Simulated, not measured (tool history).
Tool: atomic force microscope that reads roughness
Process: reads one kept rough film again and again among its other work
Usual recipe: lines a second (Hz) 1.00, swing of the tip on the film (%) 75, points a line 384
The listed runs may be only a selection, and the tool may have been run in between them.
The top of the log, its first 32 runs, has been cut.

run	hour	lines a second (Hz)	swing of the tip on the film (%)	points a line	roughness of the kept film (nm (root mean square))
33	508.3	1.00	86	384	3.574
34	524.8	2.31	59	384	3.656
35	538.8	2.31	59	384	3.672
36	555.7	2.31	59	384	3.675
# hour 575.6: new tip fitted
37	578.6	1.00	65	294	3.680
38	599.6	0.52	68	512	3.784
39	610.7	1.00	65	384	3.706
40	629.7	1.00	65	384	3.715
41	642.0	1.00	65	384	3.725
42	661.5	1.09	80	320	3.591
# hour 666.8: new tip fitted
43	681.3	1.97	58	384	3.698
44	690.6	1.97	58	384	3.708
45	708.9	1.97	58	384	3.690
46	718.3	1.22	58	952	3.741
47	738.0	1.22	58	952	3.743

Consider 5 possible next runs. They are alternatives, not a sequence: every one starts from the tool as it was left by run 47. What does each give?
A	755.2	1.22	57	952	?
B	755.2	1.00	56	531	?
C	755.2	1.10	82	477	?
D	755.2	0.52	87	731	?
E	755.2	3.61	59	952	?

run	roughness of the kept film (nm (root mean square))
A	3.750
B	3.783
C	3.586
D	3.701
E	3.617
The same runs, with their run-to-run variation unchanged, on a tool lacking any hidden condition would have given:
run	roughness of the kept film (nm (root mean square))
A	3.757
B	3.790
C	3.593
D	3.708
E	3.624
